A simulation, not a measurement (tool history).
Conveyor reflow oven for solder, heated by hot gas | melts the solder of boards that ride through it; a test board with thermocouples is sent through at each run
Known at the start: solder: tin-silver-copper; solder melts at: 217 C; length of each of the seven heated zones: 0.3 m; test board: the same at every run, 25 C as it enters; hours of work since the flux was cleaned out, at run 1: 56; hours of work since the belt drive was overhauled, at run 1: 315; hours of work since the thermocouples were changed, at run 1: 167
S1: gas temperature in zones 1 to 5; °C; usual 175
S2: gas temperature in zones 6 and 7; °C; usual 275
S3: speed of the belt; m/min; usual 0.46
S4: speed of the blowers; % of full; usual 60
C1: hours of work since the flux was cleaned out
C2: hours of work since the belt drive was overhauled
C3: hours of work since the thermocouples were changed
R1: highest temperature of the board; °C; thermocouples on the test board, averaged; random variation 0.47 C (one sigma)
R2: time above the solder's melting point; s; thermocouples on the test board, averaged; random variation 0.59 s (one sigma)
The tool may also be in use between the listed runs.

| run | hour | S1 | S2 | S3 | S4 | C1 | C2 | C3 | R1 | R2 |
|---|---|---|---|---|---|---|---|---|---|---|
| 1 | 0 | 175 | 275 | 0.46 | 60 | 56 | 315 | 167 | 247.9 | 52.2 |
| 2 | 9.2 | 175 | 275 | 0.46 | 60 | 63 | 322 | 174 | 247.5 | 52.2 |
| 3 | 17.8 | 175 | 275 | 0.479 | 60 | 70 | 329 | 181 | 244.8 | 48.6 |
| 4 | 25.1 | 175 | 275 | 0.479 | 60 | 76 | 334 | 186 | 245.1 | 48.1 |
| 5 | 35.3 | 175 | 275 | 0.479 | 60 | 84 | 342 | 194 | 244.7 | 46.6 |
| 6 | 41.4 | 175 | 275 | 0.46 | 60 | 88 | 347 | 199 | 247.4 | 52.7 |
| 7 | 48.8 | 175 | 275 | 0.46 | 60 | 94 | 353 | 205 | 247.1 | 51 |
| 8 | 58.8 | 175 | 275 | 0.46 | 60 | 102 | 361 | 213 | 245.5 | 52.2 |
| 9 | 65.1 | 175 | 275 | 0.46 | 60 | 107 | 366 | 218 | 246.8 | 52 |
| 10 | 75.8 | 175 | 275 | 0.46 | 60 | 115 | 374 | 226 | 246 | 52.5 |
| 11 | 85.2 | 175 | 275 | 0.46 | 60 | 123 | 381 | 233 | 246.6 | 51.4 |
| 12 | 89.5 | 175 | 275 | 0.46 | 60 | 126 | 385 | 237 | 245.5 | 50.5 |
| 13 | 94.4 | 175 | 275 | 0.46 | 60 | 130 | 389 | 241 | 246.3 | 50.7 |
| 14 | 104.3 | 175 | 275 | 0.46 | 60 | 138 | 396 | 248 | 246.7 | 51.7 |
| 15 | 110.1 | 175 | 275 | 0.46 | 86 | 142 | 401 | 253 | 252.9 | 58 |
| 16 | 119.9 | 175 | 264 | 0.46 | 50 | 150 | 409 | 261 | 234.6 | 37.2 |
| 17 | 129.3 | 175 | 264 | 0.46 | 50 | 157 | 416 | 268 | 235.2 | 38 |
| 18 | 137.9 | 175 | 264 | 0.46 | 50 | 164 | 423 | 275 | 234.4 | 37.1 |
| 19 | 146.5 | 175 | 264 | 0.46 | 50 | 171 | 429 | 281 | 234.6 | 35.8 |
| 20 | 150.9 | 175 | 264 | 0.46 | 50 | 174 | 433 | 285 | 234.3 | 35.8 |
| 21 | 161 | 175 | 282 | 0.46 | 88 | 182 | 441 | 293 | 257.5 | 61.3 |
| 22 | 166.4 | 174 | 282 | 0.459 | 61 | 186 | 445 | 297 | 251.3 | 56 |
| 23 | 171.4 | 174 | 282 | 0.373 | 61 | 190 | 449 | 301 | 259 | 77.7 |
| 24 | 179.7 | 174 | 282 | 0.373 | 61 | 197 | 455 | 307 | 260.1 | 77.9 |
| 25 | 189.5 | 174 | 282 | 0.373 | 61 | 204 | 463 | 315 | 259 | 77.8 |
| 26 | 194 | 160 | 284 | 0.388 | 61 | 208 | 467 | 319 | 256.1 | 65.9 |
| 27 | 203.1 | 175 | 275 | 0.466 | 82 | 215 | 474 | 326 | 250.3 | 54 |

Run 28 comes next. What will it give?
|  | 214.7 | flux residue cleaned out of gas plates and filters |
| 28 | 218.2 | 186 | 276 | 0.451 | 79 | 3 | 482 | 334 | ? | ? |

{"run 28": {"R1": 256.1, "R2": 67.1}}
Without the tool's hidden state the same run would have given R1 257 °C, R2 66.9 s.
